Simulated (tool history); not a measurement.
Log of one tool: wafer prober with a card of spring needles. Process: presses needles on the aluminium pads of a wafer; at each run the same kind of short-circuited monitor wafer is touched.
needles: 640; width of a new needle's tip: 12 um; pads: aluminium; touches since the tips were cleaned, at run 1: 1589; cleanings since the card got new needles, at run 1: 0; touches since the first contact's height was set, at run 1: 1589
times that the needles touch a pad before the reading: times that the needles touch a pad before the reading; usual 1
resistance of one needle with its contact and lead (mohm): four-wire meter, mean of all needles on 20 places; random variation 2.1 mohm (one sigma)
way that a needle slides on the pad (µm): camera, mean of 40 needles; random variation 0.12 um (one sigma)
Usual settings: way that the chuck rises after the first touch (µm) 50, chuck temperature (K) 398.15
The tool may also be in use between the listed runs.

| run | day | way that the chuck rises after the first touch (µm) | chuck temperature (K) | times that the needles touch a pad before the reading | touches since the tips were cleaned | cleanings since the card got new needles | touches since the first contact's height was set | resistance of one needle with its contact and lead (mohm) | way that a needle slides on the pad (µm) |
|---|---|---|---|---|---|---|---|---|---|
| 1 | 0.000 | 50 | 398.15 | 1 | 1589 | 0 | 1589 | 234 | 8.65 |
|  | 0.029 | tips cleaned on abrasive film |
|  | 0.133 | tips cleaned on abrasive film |
|  | 0.238 | tips cleaned on abrasive film |
|  | 0.362 | tips cleaned on abrasive film |
|  | 0.467 | tips cleaned on abrasive film |
|  | 0.571 | tips cleaned on abrasive film |
|  | 0.675 | tips cleaned on abrasive film |
|  | 0.779 | tips cleaned on abrasive film |
|  | 0.904 | tips cleaned on abrasive film |
|  | 1.033 | tips cleaned on abrasive film |
|  | 1.138 | tips cleaned on abrasive film |
|  | 1.242 | tips cleaned on abrasive film |
|  | 1.371 | tips cleaned on abrasive film |
|  | 1.496 | tips cleaned on abrasive film |
|  | 1.625 | tips cleaned on abrasive film |
|  | 1.729 | tips cleaned on abrasive film |
|  | 1.858 | tips cleaned on abrasive film |
|  | 1.983 | tips cleaned on abrasive film |
|  | 2.088 | tips cleaned on abrasive film |
|  | 2.217 | tips cleaned on abrasive film |
|  | 2.321 | tips cleaned on abrasive film |
|  | 2.450 | tips cleaned on abrasive film |
|  | 2.550 | tips cleaned on abrasive film |
|  | 2.679 | tips cleaned on abrasive film |
|  | 2.783 | tips cleaned on abrasive film |
|  | 2.912 | tips cleaned on abrasive film |
|  | 3.042 | tips cleaned on abrasive film |
| 2 | 3.117 | 50 | 335.15 | 1 | 1439 | 27 | 58449 | 222 | 8.70 |
|  | 3.146 | tips cleaned on abrasive film |
|  | 3.250 | tips cleaned on abrasive film |
|  | 3.375 | tips cleaned on abrasive film |
|  | 3.504 | tips cleaned on abrasive film |
|  | 3.633 | tips cleaned on abrasive film |
|  | 3.762 | tips cleaned on abrasive film |
|  | 3.862 | tips cleaned on abrasive film |
|  | 3.967 | tips cleaned on abrasive film |
|  | 4.096 | tips cleaned on abrasive film |
|  | 4.225 | tips cleaned on abrasive film |
|  | 4.329 | tips cleaned on abrasive film |
|  | 4.454 | tips cleaned on abrasive film |
|  | 4.558 | tips cleaned on abrasive film |
|  | 4.688 | tips cleaned on abrasive film |
|  | 4.792 | tips cleaned on abrasive film |
|  | 4.921 | tips cleaned on abrasive film |
|  | 5.021 | tips cleaned on abrasive film |
|  | 5.142 | tips cleaned on abrasive film |
| 3 | 5.142 | 50 | 335.15 | 1 | 0 | 45 | 95395 | 228 | 8.77 |
|  | 5.271 | tips cleaned on abrasive film |
|  | 5.375 | tips cleaned on abrasive film |
|  | 5.504 | tips cleaned on abrasive film |
|  | 5.629 | tips cleaned on abrasive film |
|  | 5.733 | tips cleaned on abrasive film |
|  | 5.862 | tips cleaned on abrasive film |
|  | 5.967 | tips cleaned on abrasive film |
|  | 6.092 | tips cleaned on abrasive film |
|  | 6.196 | tips cleaned on abrasive film |
|  | 6.300 | tips cleaned on abrasive film |
|  | 6.404 | tips cleaned on abrasive film |
|  | 6.533 | tips cleaned on abrasive film |
|  | 6.658 | tips cleaned on abrasive film |
|  | 6.788 | tips cleaned on abrasive film |
|  | 6.892 | tips cleaned on abrasive film |
|  | 6.996 | tips cleaned on abrasive film |
|  | 7.125 | tips cleaned on abrasive film |
|  | 7.250 | tips cleaned on abrasive film |
|  | 7.354 | tips cleaned on abrasive film |
|  | 7.458 | tips cleaned on abrasive film |
|  | 7.588 | tips cleaned on abrasive film |
|  | 7.692 | tips cleaned on abrasive film |
|  | 7.817 | tips cleaned on abrasive film |
|  | 7.946 | tips cleaned on abrasive film |
|  | 8.050 | tips cleaned on abrasive film |
|  | 8.179 | tips cleaned on abrasive film |
|  | 8.283 | tips cleaned on abrasive film |
| 4 | 8.371 | 50 | 335.15 | 1 | 1709 | 72 | 154403 | 222 | 8.55 |
|  | 8.400 | tips cleaned on abrasive film |
|  | 8.504 | tips cleaned on abrasive film |
|  | 8.608 | tips cleaned on abrasive film |
|  | 8.712 | tips cleaned on abrasive film |
|  | 8.838 | tips cleaned on abrasive film |
|  | 8.967 | tips cleaned on abrasive film |
|  | 9.096 | tips cleaned on abrasive film |
|  | 9.225 | tips cleaned on abrasive film |
|  | 9.350 | tips cleaned on abrasive film |
|  | 9.479 | tips cleaned on abrasive film |
|  | 9.583 | tips cleaned on abrasive film |
|  | 9.688 | tips cleaned on abrasive film |
|  | 9.817 | tips cleaned on abrasive film |
|  | 9.942 | tips cleaned on abrasive film |
|  | 10.046 | tips cleaned on abrasive film |
|  | 10.175 | tips cleaned on abrasive film |
|  | 10.304 | tips cleaned on abrasive film |
|  | 10.408 | tips cleaned on abrasive film |
|  | 10.508 | tips cleaned on abrasive film |
|  | 10.612 | tips cleaned on abrasive film |
|  | 10.742 | tips cleaned on abrasive film |
|  | 10.846 | tips cleaned on abrasive film |
|  | 10.975 | tips cleaned on abrasive film |
|  | 11.100 | tips cleaned on abrasive film |
| 5 | 11.121 | 50 | 335.15 | 1 | 349 | 96 | 204537 | 225 | 8.73 |
|  | 11.225 | tips cleaned on abrasive film |
|  | 11.325 | tips cleaned on abrasive film |
|  | 11.454 | tips cleaned on abrasive film |
|  | 11.558 | tips cleaned on abrasive film |
|  | 11.662 | tips cleaned on abrasive film |
|  | 11.767 | tips cleaned on abrasive film |
|  | 11.892 | tips cleaned on abrasive film |
|  | 11.996 | tips cleaned on abrasive film |
|  | 12.125 | tips cleaned on abrasive film |
|  | 12.254 | tips cleaned on abrasive film |
|  | 12.379 | tips cleaned on abrasive film |
|  | 12.483 | tips cleaned on abrasive film |
|  | 12.612 | tips cleaned on abrasive film |
|  | 12.700 | height of the first contact set anew |
|  | 12.729 | tips cleaned on abrasive film |
|  | 12.858 | tips cleaned on abrasive film |
|  | 12.958 | tips cleaned on abrasive film |
|  | 13.062 | tips cleaned on abrasive film |
|  | 13.167 | tips cleaned on abrasive film |
|  | 13.296 | tips cleaned on abrasive film |
| 6 | 13.354 | 50 | 335.15 | 1 | 1119 | 115 | 11922 | 221 | 8.78 |
|  | 13.408 | tips cleaned on abrasive film |
|  | 13.512 | tips cleaned on abrasive film |
|  | 13.642 | tips cleaned on abrasive film |
|  | 13.742 | tips cleaned on abrasive film |
|  | 13.846 | tips cleaned on abrasive film |
|  | 13.950 | tips cleaned on abrasive film |
|  | 14.079 | tips cleaned on abrasive film |
|  | 14.183 | tips cleaned on abrasive film |
|  | 14.308 | tips cleaned on abrasive film |
|  | 14.412 | tips cleaned on abrasive film |
|  | 14.542 | tips cleaned on abrasive film |
|  | 14.671 | tips cleaned on abrasive film |
|  | 14.796 | tips cleaned on abrasive film |
|  | 14.900 | tips cleaned on abrasive film |
|  | 15.004 | tips cleaned on abrasive film |
|  | 15.108 | tips cleaned on abrasive film |
|  | 15.238 | tips cleaned on abrasive film |
|  | 15.362 | tips cleaned on abrasive film |
|  | 15.492 | tips cleaned on abrasive film |
|  | 15.596 | tips cleaned on abrasive film |
|  | 15.700 | tips cleaned on abrasive film |
|  | 15.829 | tips cleaned on abrasive film |
|  | 15.954 | tips cleaned on abrasive film |
|  | 16.083 | tips cleaned on abrasive film |
|  | 16.212 | tips cleaned on abrasive film |
| 7 | 16.262 | 47 | 353.15 | 3 | 929 | 140 | 64982 | 228 | 8.26 |
|  | 16.342 | tips cleaned on abrasive film |
|  | 16.442 | tips cleaned on abrasive film |
|  | 16.546 | tips cleaned on abrasive film |
|  | 16.675 | tips cleaned on abrasive film |
|  | 16.779 | tips cleaned on abrasive film |
|  | 16.908 | tips cleaned on abrasive film |
|  | 17.008 | tips cleaned on abrasive film |
|  | 17.138 | tips cleaned on abrasive film |
|  | 17.267 | tips cleaned on abrasive film |
|  | 17.396 | tips cleaned on abrasive film |
|  | 17.496 | tips cleaned on abrasive film |
|  | 17.625 | tips cleaned on abrasive film |
|  | 17.754 | tips cleaned on abrasive film |
|  | 17.883 | tips cleaned on abrasive film |
|  | 18.012 | tips cleaned on abrasive film |
|  | 18.138 | tips cleaned on abrasive film |
|  | 18.267 | tips cleaned on abrasive film |
| 8 | 18.333 | 47 | 353.15 | 3 | 1261 | 157 | 102876 | 230 | 8.21 |
|  | 18.388 | tips cleaned on abrasive film |
|  | 18.517 | tips cleaned on abrasive film |
|  | 18.642 | tips cleaned on abrasive film |
|  | 18.746 | tips cleaned on abrasive film |
|  | 18.875 | tips cleaned on abrasive film |
|  | 19.004 | tips cleaned on abrasive film |
|  | 19.108 | tips cleaned on abrasive film |
|  | 19.233 | tips cleaned on abrasive film |
|  | 19.338 | tips cleaned on abrasive film |
|  | 19.442 | tips cleaned on abrasive film |
|  | 19.571 | tips cleaned on abrasive film |
|  | 19.675 | tips cleaned on abrasive film |
|  | 19.800 | tips cleaned on abrasive film |
| 9 | 19.875 | 47 | 353.15 | 3 | 1355 | 170 | 131001 | 227 | 8.15 |
|  | 19.925 | tips cleaned on abrasive film |
|  | 20.029 | tips cleaned on abrasive film |
|  | 20.158 | tips cleaned on abrasive film |
|  | 20.262 | tips cleaned on abrasive film |
|  | 20.392 | tips cleaned on abrasive film |
|  | 20.517 | tips cleaned on abrasive film |
|  | 20.621 | tips cleaned on abrasive film |
|  | 20.750 | tips cleaned on abrasive film |
|  | 20.854 | tips cleaned on abrasive film |
|  | 20.958 | tips cleaned on abrasive film |
|  | 21.083 | tips cleaned on abrasive film |
|  | 21.188 | tips cleaned on abrasive film |
|  | 21.317 | tips cleaned on abrasive film |
|  | 21.446 | tips cleaned on abrasive film |
|  | 21.575 | tips cleaned on abrasive film |
|  | 21.700 | tips cleaned on abrasive film |
|  | 21.829 | tips cleaned on abrasive film |
|  | 21.958 | tips cleaned on abrasive film |
|  | 22.088 | tips cleaned on abrasive film |
|  | 22.212 | tips cleaned on abrasive film |
|  | 22.317 | tips cleaned on abrasive film |
|  | 22.446 | tips cleaned on abrasive film |
|  | 22.575 | tips cleaned on abrasive film |
| 10 | 22.575 | 47 | 353.15 | 3 | 0 | 193 | 180310 | 228 | 8.04 |
|  | 22.675 | tips cleaned on abrasive film |
|  | 22.804 | tips cleaned on abrasive film |
|  | 22.933 | tips cleaned on abrasive film |
|  | 23.062 | tips cleaned on abrasive film |
|  | 23.192 | tips cleaned on abrasive film |
|  | 23.292 | tips cleaned on abrasive film |
|  | 23.421 | tips cleaned on abrasive film |
|  | 23.525 | tips cleaned on abrasive film |
|  | 23.654 | tips cleaned on abrasive film |
|  | 23.758 | tips cleaned on abrasive film |
|  | 23.883 | tips cleaned on abrasive film |
|  | 23.988 | tips cleaned on abrasive film |
|  | 24.117 | tips cleaned on abrasive film |
|  | 24.246 | tips cleaned on abrasive film |
|  | 24.371 | tips cleaned on abrasive film |
|  | 24.500 | tips cleaned on abrasive film |
|  | 24.604 | tips cleaned on abrasive film |
|  | 24.733 | tips cleaned on abrasive film |
|  | 24.838 | tips cleaned on abrasive film |
|  | 24.938 | tips cleaned on abrasive film |
|  | 25.042 | tips cleaned on abrasive film |
|  | 25.146 | tips cleaned on abrasive film |
|  | 25.275 | tips cleaned on abrasive film |
|  | 25.404 | tips cleaned on abrasive film |
|  | 25.488 | height of the first contact set anew |
|  | 25.517 | tips cleaned on abrasive film |
| 11 | 25.617 | 47 | 353.15 | 3 | 1875 | 218 | 2345 | 230 | 8.19 |
|  | 25.646 | tips cleaned on abrasive film |
|  | 25.750 | tips cleaned on abrasive film |
|  | 25.879 | tips cleaned on abrasive film |
|  | 25.983 | tips cleaned on abrasive film |
|  | 26.083 | tips cleaned on abrasive film |
|  | 26.188 | tips cleaned on abrasive film |
|  | 26.317 | tips cleaned on abrasive film |
|  | 26.446 | tips cleaned on abrasive film |
|  | 26.571 | tips cleaned on abrasive film |
|  | 26.700 | tips cleaned on abrasive film |
|  | 26.829 | tips cleaned on abrasive film |
|  | 26.958 | tips cleaned on abrasive film |
|  | 27.088 | tips cleaned on abrasive film |
|  | 27.212 | tips cleaned on abrasive film |
|  | 27.317 | tips cleaned on abrasive film |
|  | 27.446 | tips cleaned on abrasive film |
|  | 27.550 | tips cleaned on abrasive film |
|  | 27.679 | tips cleaned on abrasive film |
|  | 27.779 | tips cleaned on abrasive film |
|  | 27.908 | tips cleaned on abrasive film |
|  | 28.012 | tips cleaned on abrasive film |
|  | 28.117 | tips cleaned on abrasive film |
|  | 28.242 | tips cleaned on abrasive film |
|  | 28.346 | tips cleaned on abrasive film |
|  | 28.450 | tips cleaned on abrasive film |
|  | 28.579 | tips cleaned on abrasive film |
|  | 28.683 | tips cleaned on abrasive film |
| 12 | 28.767 | 47 | 353.15 | 3 | 1605 | 245 | 59840 | 230 | 8.31 |

Hidden state at the last listed run before each entry between runs and at the first one after, where it differs:
Between runs 1 and 2: tips cleaned on abrasive film (day 0.029); tips cleaned on abrasive film (day 0.133); tips cleaned on abrasive film (day 0.238); tips cleaned on abrasive film (day 0.362); tips cleaned on abrasive film (day 0.467); tips cleaned on abrasive film (day 0.571); tips cleaned on abrasive film (day 0.675); tips cleaned on abrasive film (day 0.779); tips cleaned on abrasive film (day 0.904); tips cleaned on abrasive film (day 1.033); tips cleaned on abrasive film (day 1.138); tips cleaned on abrasive film (day 1.242); tips cleaned on abrasive film (day 1.371); tips cleaned on abrasive film (day 1.496); tips cleaned on abrasive film (day 1.625); tips cleaned on abrasive film (day 1.729); tips cleaned on abrasive film (day 1.858); tips cleaned on abrasive film (day 1.983); tips cleaned on abrasive film (day 2.088); tips cleaned on abrasive film (day 2.217); tips cleaned on abrasive film (day 2.321); tips cleaned on abrasive film (day 2.450); tips cleaned on abrasive film (day 2.550); tips cleaned on abrasive film (day 2.679); tips cleaned on abrasive film (day 2.783); tips cleaned on abrasive film (day 2.912); tips cleaned on abrasive film (day 3.042)
  way that the needles fall short of the set height, um: 0 -> 0.01
Between runs 2 and 3: tips cleaned on abrasive film (day 3.146); tips cleaned on abrasive film (day 3.250); tips cleaned on abrasive film (day 3.375); tips cleaned on abrasive film (day 3.504); tips cleaned on abrasive film (day 3.633); tips cleaned on abrasive film (day 3.762); tips cleaned on abrasive film (day 3.862); tips cleaned on abrasive film (day 3.967); tips cleaned on abrasive film (day 4.096); tips cleaned on abrasive film (day 4.225); tips cleaned on abrasive film (day 4.329); tips cleaned on abrasive film (day 4.454); tips cleaned on abrasive film (day 4.558); tips cleaned on abrasive film (day 4.688); tips cleaned on abrasive film (day 4.792); tips cleaned on abrasive film (day 4.921); tips cleaned on abrasive film (day 5.021); tips cleaned on abrasive film (day 5.142)
  debris on the tips, nm: 0.1 -> 0; way that the needles fall short of the set height, um: 0.01 -> 0.02; tips' diameter, um: 12 -> 12.01
Between runs 3 and 4: tips cleaned on abrasive film (day 5.271); tips cleaned on abrasive film (day 5.375); tips cleaned on abrasive film (day 5.504); tips cleaned on abrasive film (day 5.629); tips cleaned on abrasive film (day 5.733); tips cleaned on abrasive film (day 5.862); tips cleaned on abrasive film (day 5.967); tips cleaned on abrasive film (day 6.092); tips cleaned on abrasive film (day 6.196); tips cleaned on abrasive film (day 6.300); tips cleaned on abrasive film (day 6.404); tips cleaned on abrasive film (day 6.533); tips cleaned on abrasive film (day 6.658); tips cleaned on abrasive film (day 6.788); tips cleaned on abrasive film (day 6.892); tips cleaned on abrasive film (day 6.996); tips cleaned on abrasive film (day 7.125); tips cleaned on abrasive film (day 7.250); tips cleaned on abrasive film (day 7.354); tips cleaned on abrasive film (day 7.458); tips cleaned on abrasive film (day 7.588); tips cleaned on abrasive film (day 7.692); tips cleaned on abrasive film (day 7.817); tips cleaned on abrasive film (day 7.946); tips cleaned on abrasive film (day 8.050); tips cleaned on abrasive film (day 8.179); tips cleaned on abrasive film (day 8.283)
  debris on the tips, nm: 0 -> 0.2; way that the needles fall short of the set height, um: 0.02 -> 0.03
Between runs 4 and 5: tips cleaned on abrasive film (day 8.400); tips cleaned on abrasive film (day 8.504); tips cleaned on abrasive film (day 8.608); tips cleaned on abrasive film (day 8.712); tips cleaned on abrasive film (day 8.838); tips cleaned on abrasive film (day 8.967); tips cleaned on abrasive film (day 9.096); tips cleaned on abrasive film (day 9.225); tips cleaned on abrasive film (day 9.350); tips cleaned on abrasive film (day 9.479); tips cleaned on abrasive film (day 9.583); tips cleaned on abrasive film (day 9.688); tips cleaned on abrasive film (day 9.817); tips cleaned on abrasive film (day 9.942); tips cleaned on abrasive film (day 10.046); tips cleaned on abrasive film (day 10.175); tips cleaned on abrasive film (day 10.304); tips cleaned on abrasive film (day 10.408); tips cleaned on abrasive film (day 10.508); tips cleaned on abrasive film (day 10.612); tips cleaned on abrasive film (day 10.742); tips cleaned on abrasive film (day 10.846); tips cleaned on abrasive film (day 10.975); tips cleaned on abrasive film (day 11.100)
  debris on the tips, nm: 0.2 -> 0.1; way that the needles fall short of the set height, um: 0.03 -> 0.04
Between runs 5 and 6: tips cleaned on abrasive film (day 11.225); tips cleaned on abrasive film (day 11.325); tips cleaned on abrasive film (day 11.454); tips cleaned on abrasive film (day 11.558); tips cleaned on abrasive film (day 11.662); tips cleaned on abrasive film (day 11.767); tips cleaned on abrasive film (day 11.892); tips cleaned on abrasive film (day 11.996); tips cleaned on abrasive film (day 12.125); tips cleaned on abrasive film (day 12.254); tips cleaned on abrasive film (day 12.379); tips cleaned on abrasive film (day 12.483); tips cleaned on abrasive film (day 12.612); height of the first contact set anew (day 12.700); tips cleaned on abrasive film (day 12.729); tips cleaned on abrasive film (day 12.858); tips cleaned on abrasive film (day 12.958); tips cleaned on abrasive film (day 13.062); tips cleaned on abrasive film (day 13.167); tips cleaned on abrasive film (day 13.296)
  way that the needles fall short of the set height, um: 0.04 -> 0; tips' diameter, um: 12.01 -> 12.02
Between runs 6 and 7: tips cleaned on abrasive film (day 13.408); tips cleaned on abrasive film (day 13.512); tips cleaned on abrasive film (day 13.642); tips cleaned on abrasive film (day 13.742); tips cleaned on abrasive film (day 13.846); tips cleaned on abrasive film (day 13.950); tips cleaned on abrasive film (day 14.079); tips cleaned on abrasive film (day 14.183); tips cleaned on abrasive film (day 14.308); tips cleaned on abrasive film (day 14.412); tips cleaned on abrasive film (day 14.542); tips cleaned on abrasive film (day 14.671); tips cleaned on abrasive film (day 14.796); tips cleaned on abrasive film (day 14.900); tips cleaned on abrasive film (day 15.004); tips cleaned on abrasive film (day 15.108); tips cleaned on abrasive film (day 15.238); tips cleaned on abrasive film (day 15.362); tips cleaned on abrasive film (day 15.492); tips cleaned on abrasive film (day 15.596); tips cleaned on abrasive film (day 15.700); tips cleaned on abrasive film (day 15.829); tips cleaned on abrasive film (day 15.954); tips cleaned on abrasive film (day 16.083); tips cleaned on abrasive film (day 16.212)
  way that the needles fall short of the set height, um: 0 -> 0.01
Between runs 7 and 8: tips cleaned on abrasive film (day 16.342); tips cleaned on abrasive film (day 16.442); tips cleaned on abrasive film (day 16.546); tips cleaned on abrasive film (day 16.675); tips cleaned on abrasive film (day 16.779); tips cleaned on abrasive film (day 16.908); tips cleaned on abrasive film (day 17.008); tips cleaned on abrasive film (day 17.138); tips cleaned on abrasive film (day 17.267); tips cleaned on abrasive film (day 17.396); tips cleaned on abrasive film (day 17.496); tips cleaned on abrasive film (day 17.625); tips cleaned on abrasive film (day 17.754); tips cleaned on abrasive film (day 17.883); tips cleaned on abrasive film (day 18.012); tips cleaned on abrasive film (day 18.138); tips cleaned on abrasive film (day 18.267)
  way that the needles fall short of the set height, um: 0.01 -> 0.02
Between runs 8 and 9: tips cleaned on abrasive film (day 18.388); tips cleaned on abrasive film (day 18.517); tips cleaned on abrasive film (day 18.642); tips cleaned on abrasive film (day 18.746); tips cleaned on abrasive film (day 18.875); tips cleaned on abrasive film (day 19.004); tips cleaned on abrasive film (day 19.108); tips cleaned on abrasive film (day 19.233); tips cleaned on abrasive film (day 19.338); tips cleaned on abrasive film (day 19.442); tips cleaned on abrasive film (day 19.571); tips cleaned on abrasive film (day 19.675); tips cleaned on abrasive film (day 19.800)
  no hidden state differs between the two runs
Between runs 9 and 10: tips cleaned on abrasive film (day 19.925); tips cleaned on abrasive film (day 20.029); tips cleaned on abrasive film (day 20.158); tips cleaned on abrasive film (day 20.262); tips cleaned on abrasive film (day 20.392); tips cleaned on abrasive film (day 20.517); tips cleaned on abrasive film (day 20.621); tips cleaned on abrasive film (day 20.750); tips cleaned on abrasive film (day 20.854); tips cleaned on abrasive film (day 20.958); tips cleaned on abrasive film (day 21.083); tips cleaned on abrasive film (day 21.188); tips cleaned on abrasive film (day 21.317); tips cleaned on abrasive film (day 21.446); tips cleaned on abrasive film (day 21.575); tips cleaned on abrasive film (day 21.700); tips cleaned on abrasive film (day 21.829); tips cleaned on abrasive film (day 21.958); tips cleaned on abrasive film (day 22.088); tips cleaned on abrasive film (day 22.212); tips cleaned on abrasive film (day 22.317); tips cleaned on abrasive film (day 22.446); tips cleaned on abrasive film (day 22.575)
  debris on the tips, nm: 0.1 -> 0; way that the needles fall short of the set height, um: 0.02 -> 0.03; tips' diameter, um: 12.02 -> 12.03
Between runs 10 and 11: tips cleaned on abrasive film (day 22.675); tips cleaned on abrasive film (day 22.804); tips cleaned on abrasive film (day 22.933); tips cleaned on abrasive film (day 23.062); tips cleaned on abrasive film (day 23.192); tips cleaned on abrasive film (day 23.292); tips cleaned on abrasive film (day 23.421); tips cleaned on abrasive film (day 23.525); tips cleaned on abrasive film (day 23.654); tips cleaned on abrasive film (day 23.758); tips cleaned on abrasive film (day 23.883); tips cleaned on abrasive film (day 23.988); tips cleaned on abrasive film (day 24.117); tips cleaned on abrasive film (day 24.246); tips cleaned on abrasive film (day 24.371); tips cleaned on abrasive film (day 24.500); tips cleaned on abrasive film (day 24.604); tips cleaned on abrasive film (day 24.733); tips cleaned on abrasive film (day 24.838); tips cleaned on abrasive film (day 24.938); tips cleaned on abrasive film (day 25.042); tips cleaned on abrasive film (day 25.146); tips cleaned on abrasive film (day 25.275); tips cleaned on abrasive film (day 25.404); height of the first contact set anew (day 25.488); tips cleaned on abrasive film (day 25.517)
  debris on the tips, nm: 0 -> 0.2; way that the needles fall short of the set height, um: 0.03 -> 0
Between runs 11 and 12: tips cleaned on abrasive film (day 25.646); tips cleaned on abrasive film (day 25.750); tips cleaned on abrasive film (day 25.879); tips cleaned on abrasive film (day 25.983); tips cleaned on abrasive film (day 26.083); tips cleaned on abrasive film (day 26.188); tips cleaned on abrasive film (day 26.317); tips cleaned on abrasive film (day 26.446); tips cleaned on abrasive film (day 26.571); tips cleaned on abrasive film (day 26.700); tips cleaned on abrasive film (day 26.829); tips cleaned on abrasive film (day 26.958); tips cleaned on abrasive film (day 27.088); tips cleaned on abrasive film (day 27.212); tips cleaned on abrasive film (day 27.317); tips cleaned on abrasive film (day 27.446); tips cleaned on abrasive film (day 27.550); tips cleaned on abrasive film (day 27.679); tips cleaned on abrasive film (day 27.779); tips cleaned on abrasive film (day 27.908); tips cleaned on abrasive film (day 28.012); tips cleaned on abrasive film (day 28.117); tips cleaned on abrasive film (day 28.242); tips cleaned on abrasive film (day 28.346); tips cleaned on abrasive film (day 28.450); tips cleaned on abrasive film (day 28.579); tips cleaned on abrasive film (day 28.683)
  way that the needles fall short of the set height, um: 0 -> 0.01

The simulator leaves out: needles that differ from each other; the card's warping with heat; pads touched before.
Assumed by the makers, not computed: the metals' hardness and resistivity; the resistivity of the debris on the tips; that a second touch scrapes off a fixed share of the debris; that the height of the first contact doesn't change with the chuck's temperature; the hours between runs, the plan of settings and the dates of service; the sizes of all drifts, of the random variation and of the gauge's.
